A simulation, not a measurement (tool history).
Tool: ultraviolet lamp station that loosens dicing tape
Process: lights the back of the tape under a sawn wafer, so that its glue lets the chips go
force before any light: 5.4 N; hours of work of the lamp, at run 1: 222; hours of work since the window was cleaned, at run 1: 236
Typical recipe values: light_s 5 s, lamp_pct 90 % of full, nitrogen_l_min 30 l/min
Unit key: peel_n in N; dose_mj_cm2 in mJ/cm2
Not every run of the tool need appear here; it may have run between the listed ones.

| run | hour | light_s | lamp_pct | nitrogen_l_min | hours of work of the lamp | hours of work since the window was cleaned | peel_n | dose_mj_cm2 |
|---|---|---|---|---|---|---|---|---|
| 1 | 0.0 | 5 | 90 | 30 | 222 | 236 | 0.287 | 291 |
| 2 | 14.1 | 5 | 90 | 30 | 230 | 244 | 0.260 | 284 |
| 3 | 23.2 | 5 | 90 | 30 | 235 | 249 | 0.262 | 286 |
| 4 | 41.1 | 5 | 90 | 18 | 245 | 259 | 0.390 | 285 |
| 5 | 55.3 | 5 | 90 | 30 | 253 | 267 | 0.284 | 284 |
| 6 | 63.7 | 5 | 90 | 30 | 258 | 272 | 0.272 | 284 |
| 7 | 76.2 | 5 | 90 | 30 | 265 | 279 | 0.267 | 281 |
| 8 | 89.1 | 5 | 90 | 30 | 272 | 287 | 0.268 | 286 |
|  | 90.5 | window cleaned of glue's vapour |
| 9 | 103.5 | 5 | 90 | 30 | 280 | 7 | 0.317 | 264 |
| 10 | 117.0 | 5 | 90 | 30 | 288 | 15 | 0.333 | 264 |
|  | 132.5 | window cleaned of glue's vapour, once more |
| 11 | 134.8 | 5 | 90 | 30 | 298 | 1 | 0.244 | 297 |
| 12 | 152.7 | 5 | 81 | 30 | 308 | 11 | 0.301 | 266 |
| 13 | 171.1 | 5 | 81 | 30 | 318 | 22 | 0.310 | 268 |
| 14 | 181.1 | 3 | 96 | 39 | 324 | 28 | 0.528 | 188 |
| 15 | 192.9 | 3 | 96 | 39 | 331 | 34 | 0.532 | 192 |
| 16 | 204.0 | 2 | 71 | 32 | 337 | 41 | 1.657 | 93 |
| 17 | 217.2 | 3 | 90 | 30 | 344 | 48 | 0.711 | 172 |
| 18 | 231.0 | 3 | 90 | 30 | 352 | 56 | 0.700 | 174 |
| 19 | 245.7 | 8 | 87 | 14 | 361 | 64 | 0.208 | 446 |
| 20 | 256.8 | 5 | 63 | 30 | 367 | 71 | 0.540 | 208 |
| 21 | 265.7 | 5 | 63 | 30 | 372 | 76 | 0.540 | 202 |

Forecast each of these 3 alternatives for the next run:
| A | 277.9 | 5 | 81 | 30 | 379 | 82 | ? | ? |
| B | 277.9 | 5 | 63 | 20 | 379 | 82 | ? | ? |
| C | 277.9 | 2 | 70 | 32 | 379 | 82 | ? | ? |

| run | peel_n | dose_mj_cm2 |
|---|---|---|
| A | 0.325 | 255 |
| B | 0.700 | 204 |
| C | 1.798 | 89 |
With the hidden condition removed and each run's random variation left untouched, the same runs would have given:
| run | peel_n | dose_mj_cm2 |
|---|---|---|
| A | 0.253 | 291 |
| B | 0.547 | 232 |
| C | 1.547 | 101 |

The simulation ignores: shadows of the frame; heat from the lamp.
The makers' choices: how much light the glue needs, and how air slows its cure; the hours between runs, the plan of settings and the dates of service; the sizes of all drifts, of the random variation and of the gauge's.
